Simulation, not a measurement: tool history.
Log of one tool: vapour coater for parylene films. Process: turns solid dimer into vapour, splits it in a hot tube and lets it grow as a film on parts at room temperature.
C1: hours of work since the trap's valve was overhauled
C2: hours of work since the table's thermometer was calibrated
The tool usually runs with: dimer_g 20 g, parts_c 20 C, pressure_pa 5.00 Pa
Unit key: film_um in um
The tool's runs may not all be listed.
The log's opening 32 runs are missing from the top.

Run 33, day 44.462: usual settings but dimer_g 27 g, parts_c 14 C, pressure_pa 6.60 Pa; C1 123; C2 132. Result: film_um 16.13 um.
Run 34, day 45.317: usual settings but dimer_g 27 g, parts_c 14 C, pressure_pa 6.60 Pa; C1 136; C2 144. Result: film_um 16.22 um.
Run 35, day 46.296: usual settings but dimer_g 9 g, parts_c 14 C, pressure_pa 6.60 Pa; C1 151; C2 159. Result: film_um 5.26 um.
At day 46.862: table's thermometer calibrated, once more.
Run 36, day 47.958: usual settings but dimer_g 9 g, parts_c 14 C, pressure_pa 6.60 Pa; C1 175; C2 16. Result: film_um 5.32 um.
Run 37, day 49.583: usual settings but dimer_g 9 g, parts_c 14 C, pressure_pa 2.45 Pa; C1 199; C2 41. Result: film_um 6.09 um.
Run 38, day 51.233: usual settings but dimer_g 25 g; C1 224; C2 65. Result: film_um 13.08 um.
Run 39, day 52.721: usual settings but dimer_g 21 g, pressure_pa 4.82 Pa; C1 246; C2 88. Result: film_um 10.80 um.
Run 40, day 53.850: usual settings but dimer_g 21 g, parts_c 22 C, pressure_pa 6.66 Pa; C1 263; C2 105. Result: film_um 9.69 um.
At day 54.404: trap's valve overhauled.
Run 41, day 54.921: usual settings but dimer_g 16 g; C1 8; C2 118. Result: film_um 9.46 um.
Run 42, day 56.221: usual settings but dimer_g 26 g, pressure_pa 2.24 Pa; C1 27; C2 138. Result: film_um 16.98 um.
Run 43, day 57.242: usual settings but dimer_g 26 g, pressure_pa 2.24 Pa; C1 42; C2 153. Result: film_um 16.88 um.
Run 44, day 58.425: usual settings but dimer_g 27 g, parts_c 13 C; C1 60; C2 170. Result: film_um 18.09 um.
Run 45, day 60.079: usual settings but dimer_g 25 g, parts_c 16 C; C1 85; C2 195. Result: film_um 15.11 um.
Run 46, day 61.758: usual settings but dimer_g 25 g, parts_c 25 C, pressure_pa 9.09 Pa; C1 110; C2 220. Result: film_um 11.21 um.
Run 47, day 63.104: usual settings but dimer_g 29 g, parts_c 15 C, pressure_pa 9.09 Pa; C1 130; C2 240. Result: film_um 16.27 um.
Run 48, day 64.104: usual settings but dimer_g 32 g, parts_c 17 C, pressure_pa 2.60 Pa; C1 145; C2 255. Result: film_um 20.23 um.

Here are 3 independent what-if runs from the current tool condition. What would each one return?
Run A, day 65.008: usual settings but parts_c 29 C; C1 159; C2 269. Result: film_um ?.
Run B, day 65.008: usual settings but dimer_g 33 g, parts_c 17 C, pressure_pa 3.42 Pa; C1 159; C2 269. Result: film_um ?.
Run C, day 65.008: usual settings but dimer_g 13 g, pressure_pa 8.27 Pa; C1 159; C2 269. Result: film_um ?.

run  film_um
  A     8.50
  B    19.86
  C     6.47
Without the tool's hidden state the same runs would have given:
run  film_um
  A     9.32
  B    21.78
  C     7.11
